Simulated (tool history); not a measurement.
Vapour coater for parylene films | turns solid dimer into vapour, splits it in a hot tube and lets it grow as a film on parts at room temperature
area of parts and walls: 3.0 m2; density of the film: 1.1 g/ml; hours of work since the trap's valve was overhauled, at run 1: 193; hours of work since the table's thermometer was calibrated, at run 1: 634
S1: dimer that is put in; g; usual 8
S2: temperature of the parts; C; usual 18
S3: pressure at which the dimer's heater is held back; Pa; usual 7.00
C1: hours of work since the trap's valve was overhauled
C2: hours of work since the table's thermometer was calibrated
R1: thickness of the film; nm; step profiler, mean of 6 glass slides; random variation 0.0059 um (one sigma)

run   hour  S1  S2     S3   C1    C2    R1
  1    0.0   8  18   7.00  193   634  1475
  2   21.6   7  18   7.00  211   652  1276
  3   48.3   7  18   7.00  233   673  1289
  4   73.1   7  18   7.00  253   694  1269
  5   97.4   7  18   7.00  273   714  1263
  6  113.6   4  18   7.00  286   727   724
  7  138.9   8  18   7.00  307   748  1431
  8  159.2   8  18   7.00  324   764  1439
  9  184.9   8  27   7.00  345   785  1087
 10  199.7   8  27   7.00  357   797  1099
 11  222.5   8  18  10.46  376   816  1328
 12  240.8   8  18  10.46  391   831  1331
 13  264.7   8  18  10.46  410   851  1314
 14  290.6   8  18   7.00  431   872  1415
 15  317.5   8  18   7.00  453   894  1400
 16  330.3   7  20   7.29  464   904  1143
 17  346.2  12  12   8.46  477   917  2397
     356.7  -- trap's valve overhauled
 18  367.6  12  12   8.46    9   932  2361
 19  395.2  12  12   8.46   32   954  2350
 20  418.7   3  24   5.88   51   973   436
 21  438.8   8  11   4.91   67   990  1750
 22  453.6  11  18   7.00   79  1002  1853
 23  482.1   4  27   7.00  103  1025   516
     504.6  -- trap's valve overhauled, once more
 24  508.6   4  27   7.00    3  1044   587
 25  527.9   4  27   7.00   19  1060   595
 26  549.3   4  27   7.00   37  1077   591
 27  575.1   4  27   7.00   58  1098   576

5 ways to go on from here, each from the tool as it stands after run 27. What would each give?
  A  592.5   3  12  11.42  72  1112   ?
  B  592.5  11  18   9.07  72  1112   ?
  C  592.5   8  12   7.00  72  1112   ?
  D  592.5   4  11   3.88  72  1112   ?
  E  592.5   8  26   5.04  72  1112   ?

run    R1
  A   616
  B  1998
  C  1805
  D  1024
  E  1259
Without the tool's hidden state the same runs would have given:
run    R1
  A   615
  B  1995
  C  1801
  D  1022
  E  1256
